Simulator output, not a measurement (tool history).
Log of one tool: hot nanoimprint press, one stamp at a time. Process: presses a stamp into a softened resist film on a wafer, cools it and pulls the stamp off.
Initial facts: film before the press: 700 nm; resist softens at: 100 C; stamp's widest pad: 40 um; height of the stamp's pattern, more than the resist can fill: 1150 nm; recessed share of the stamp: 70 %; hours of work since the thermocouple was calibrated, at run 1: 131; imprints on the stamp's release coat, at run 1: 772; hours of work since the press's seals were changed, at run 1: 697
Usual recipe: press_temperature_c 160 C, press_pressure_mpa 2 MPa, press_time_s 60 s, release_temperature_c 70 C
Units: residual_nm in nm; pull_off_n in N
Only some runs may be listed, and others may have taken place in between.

run	hour	press_temperature_c	press_pressure_mpa	press_time_s	release_temperature_c	hours of work since the thermocouple was calibrated	imprints on the stamp's release coat	hours of work since the press's seals were changed	residual_nm	pull_off_n
1	0	160	2	60	70	131	772	697	256.2	200
2	17.5	160	1.94	60	70	143	842	709	258.6	206
3	46.2	153	2	60	70	162	956	729	358.7	210
4	73.5	160	2	60	70	181	1064	747	253.7	208
5	98	160	2	60	70	197	1161	763	251.2	216
6	125.4	160	1.65	78	57	216	1270	782	245.8	250
7	148.4	160	1.29	33	57	231	1362	797	371	250
8	161.3	165	2.15	42	74	240	1413	806	217.6	218
9	176	160	2	45	70	250	1471	816	276.7	228

Expected results for the next run?
10	202.8	160	2	45	70	268	1578	834	?	?

{"run 10": {"residual_nm": 280.4, "pull_off_n": 224}}
With the hidden condition absent and the run-to-run variation left alone, this run would have shown residual_nm 301.8 nm, pull_off_n 172 N.
